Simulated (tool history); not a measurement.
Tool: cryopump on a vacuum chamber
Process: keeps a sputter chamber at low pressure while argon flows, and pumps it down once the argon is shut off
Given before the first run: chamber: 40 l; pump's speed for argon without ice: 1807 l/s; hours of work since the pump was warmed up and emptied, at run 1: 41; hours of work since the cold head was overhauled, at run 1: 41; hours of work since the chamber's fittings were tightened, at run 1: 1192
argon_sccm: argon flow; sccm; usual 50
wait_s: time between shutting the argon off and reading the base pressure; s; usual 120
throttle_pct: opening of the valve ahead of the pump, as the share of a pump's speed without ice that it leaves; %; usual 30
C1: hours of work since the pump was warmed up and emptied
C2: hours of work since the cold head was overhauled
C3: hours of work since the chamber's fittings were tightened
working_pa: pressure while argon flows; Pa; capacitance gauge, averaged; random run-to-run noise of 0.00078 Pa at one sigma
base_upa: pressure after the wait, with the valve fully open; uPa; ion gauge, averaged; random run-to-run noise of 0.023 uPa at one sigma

Run 1, hour 0: usual settings; C1 41; C2 41; C3 1192. Result: working_pa 0.1564 Pa, base_upa 2.25 uPa.
Run 2, hour 17.4: usual settings; C1 49; C2 49; C3 1199. Result: working_pa 0.1572 Pa, base_upa 2.22 uPa.
Run 3, hour 33.5: usual settings; C1 56; C2 56; C3 1206. Result: working_pa 0.1573 Pa, base_upa 2.28 uPa.
Run 4, hour 47.4: usual settings but throttle_pct 18 %; C1 61; C2 61; C3 1212. Result: working_pa 0.2592 Pa, base_upa 2.16 uPa.
Run 5, hour 66: usual settings but throttle_pct 18 %; C1 69; C2 69; C3 1220. Result: working_pa 0.2602 Pa, base_upa 2.22 uPa.
Run 6, hour 75.3: usual settings but throttle_pct 18 %; C1 73; C2 73; C3 1224. Result: working_pa 0.2623 Pa, base_upa 2.19 uPa.
Run 7, hour 96.6: usual settings but throttle_pct 18 %; C1 83; C2 83; C3 1233. Result: working_pa 0.2615 Pa, base_upa 2.2 uPa.
Run 8, hour 105.3: usual settings but throttle_pct 18 %; C1 86; C2 86; C3 1237. Result: working_pa 0.2601 Pa, base_upa 2.22 uPa.
Run 9, hour 122.6: usual settings but argon_sccm 21 sccm; C1 94; C2 94; C3 1244. Result: working_pa 0.0662 Pa, base_upa 2.23 uPa.
Run 10, hour 133.8: usual settings but throttle_pct 24 %; C1 98; C2 98; C3 1249. Result: working_pa 0.1969 Pa, base_upa 2.24 uPa.
Run 11, hour 150.7: usual settings; C1 106; C2 106; C3 1256. Result: working_pa 0.1564 Pa, base_upa 2.31 uPa.
Run 12, hour 169.7: usual settings but throttle_pct 33 %; C1 114; C2 114; C3 1264. Result: working_pa 0.1424 Pa, base_upa 2.28 uPa.
Run 13, hour 184.5: usual settings but throttle_pct 33 %; C1 120; C2 120; C3 1270. Result: working_pa 0.1429 Pa, base_upa 2.33 uPa.
Run 14, hour 201.6: usual settings but argon_sccm 94 sccm; C1 127; C2 127; C3 1278. Result: working_pa 0.2956 Pa, base_upa 2.25 uPa.
Run 15, hour 210.9: usual settings but argon_sccm 94 sccm; C1 131; C2 131; C3 1282. Result: working_pa 0.2933 Pa, base_upa 2.43 uPa.
Run 16, hour 225.9: usual settings but argon_sccm 94 sccm; C1 138; C2 138; C3 1288. Result: working_pa 0.2979 Pa, base_upa 2.29 uPa.
Run 17, hour 242.2: usual settings but argon_sccm 94 sccm; C1 145; C2 145; C3 1295. Result: working_pa 0.2973 Pa, base_upa 2.31 uPa.
Run 18, hour 258.9: usual settings but argon_sccm 94 sccm; C1 152; C2 152; C3 1302. Result: working_pa 0.2951 Pa, base_upa 2.31 uPa.

For run 19, what comes out?
Run 19, hour 278.9: usual settings but argon_sccm 94 sccm; C1 160; C2 160; C3 1311. Result: working_pa ?, base_upa ?.

For run 19 the tool returned working_pa 0.2978 Pa, base_upa 2.32 uPa.
With no hidden state in the tool, this same run would have given working_pa 0.2941 Pa, base_upa 0.79 uPa.
